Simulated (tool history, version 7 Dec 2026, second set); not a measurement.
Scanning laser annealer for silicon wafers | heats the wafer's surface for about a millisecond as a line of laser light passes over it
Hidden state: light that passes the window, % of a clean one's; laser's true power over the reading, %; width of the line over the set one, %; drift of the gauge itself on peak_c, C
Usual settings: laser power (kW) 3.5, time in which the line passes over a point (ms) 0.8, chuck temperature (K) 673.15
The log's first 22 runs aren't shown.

| run | day | laser power (kW) | time in which the line passes over a point (ms) | chuck temperature (K) | hours of work since the window was cleaned | hours of work since the power meter was calibrated | hours of work since the optics were aligned | highest temperature of the surface (K) |
|---|---|---|---|---|---|---|---|---|
| 23 | 27.779 | 3.408 | 0.716 | 671.15 | 280 | 1320 | 972 | 1396.15 |
| 24 | 28.908 | 3.074 | 0.984 | 673.15 | 301 | 1341 | 993 | 1440.15 |
| 25 | 30.629 | 3.516 | 0.883 | 677.15 | 333 | 1373 | 1025 | 1507.15 |
|  | 30.971 | window over the wafer cleaned |
| 26 | 31.838 | 3.516 | 0.883 | 677.15 | 16 | 1394 | 1046 | 1557.15 |
| 27 | 33.438 | 3.504 | 0.8 | 673.15 | 46 | 1424 | 1076 | 1496.15 |
|  | 34.912 | optics aligned, line set to its width |
| 28 | 35.396 | 3.073 | 0.8 | 668.15 | 78 | 1456 | 9 | 1390.15 |
| 29 | 36.704 | 3.458 | 0.744 | 633.15 | 103 | 1480 | 33 | 1425.15 |
| 30 | 38.129 | 3.458 | 0.744 | 633.15 | 129 | 1507 | 60 | 1419.15 |
| 31 | 39.125 | 3.544 | 0.661 | 695.15 | 147 | 1525 | 78 | 1446.15 |
| 32 | 40.429 | 3.451 | 0.966 | 673.15 | 172 | 1549 | 102 | 1571.15 |
| 33 | 41.367 | 3.451 | 0.966 | 662.15 | 189 | 1567 | 120 | 1553.15 |
| 34 | 42.108 | 3.792 | 0.805 | 673.15 | 203 | 1581 | 134 | 1568.15 |
| 35 | 43.921 | 3.206 | 0.678 | 653.15 | 236 | 1614 | 167 | 1327.15 |
| 36 | 45.496 | 3.206 | 0.678 | 653.15 | 266 | 1643 | 196 | 1323.15 |
| 37 | 46.417 | 3.055 | 0.805 | 689.15 | 283 | 1661 | 214 | 1384.15 |
| 38 | 47.662 | 3.055 | 0.805 | 689.15 | 306 | 1684 | 237 | 1382.15 |

Run 39 comes next. What will it give?
| 39 | 49.25 | 3.055 | 0.805 | 689.15 | 335 | 1713 | 266 | ? |

{"run 39": {"highest temperature of the surface (K)": 1377.15}}
Without the tool's hidden state the same run would have given highest temperature of the surface (K) 1424.15.
